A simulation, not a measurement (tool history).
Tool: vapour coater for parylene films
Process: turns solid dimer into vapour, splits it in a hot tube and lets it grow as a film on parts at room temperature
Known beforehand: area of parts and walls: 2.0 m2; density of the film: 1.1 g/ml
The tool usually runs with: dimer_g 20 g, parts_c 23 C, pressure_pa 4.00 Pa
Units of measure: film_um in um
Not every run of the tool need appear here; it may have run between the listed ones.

run   hour  dimer_g  parts_c  pressure_pa  film_um
  1    0.0       20       23         4.00     6.16
  2   20.3       20       23         4.00     6.05
  3   35.1       20       23         4.00     6.08
  4   50.7       20       33         4.00     4.80
  5   63.3       20       31         4.00     4.92
  6   77.0       20       31         4.00     5.03
  7   98.7       20       33         4.00     4.67
  8  122.3       20       33         4.00     4.62
  9  147.9       20       33         4.00     4.61
 10  161.5       20       19         4.00     6.43
 11  188.7       20       19         4.00     7.56
 12  203.1       20       23         4.00     6.79
 13  220.9       20       23         4.00     6.85
 14  236.7       20       23         4.00     6.80
 15  250.3       20       23         4.00     6.71
 16  269.9       20       23         4.00     6.68
 17  291.0       20       23         4.00     6.75
 18  304.2       20       23         2.97     6.91
 19  318.0       20       23         4.00     6.69
 20  331.1       20       23         4.00     6.65
 21  346.7       15       23         6.48     4.62
 22  358.6       15       23         6.48     4.65
 23  372.4       10       23         3.34     3.35
 24  392.2       10       23         3.34     3.33
 25  405.8       10       20         3.34     3.53
 26  424.8        9       20         3.34     3.22
 27  440.5        9       20         3.34     3.23
 28  458.3        9       20         3.34     3.19
 29  474.2        9       20         3.34     3.12
 30  488.8       20       22         4.13     6.37
 31  503.5       20       17         3.77     7.36
 32  524.7       20       17         3.77     7.25
 33  546.9       20       17         3.77     7.32
 34  571.0       32       19         5.77    10.41
 35  592.2       16       19         2.18     5.75
 36  609.9       16       19         2.18     5.87
 37  626.8       20       23         2.42     6.54
 38  642.9       20       34         8.60     4.23
 39  664.2       20       23         5.28     5.81

Not shown here: 1 entry made in the log between runs. Locate each between two listed runs and compare the hidden state at the listed run before it with the hidden state at the listed run after it:
After run 10, before run 11: trap's valve overhauled (hour 174.3)
  vapour lost through the trap's worn valve, %: 15.9 -> 0.7; true temperature of the parts over the reading, C: 0.37 -> 0.38
  measured less the result without the state, film_um: -1.29 -> -0.12 um
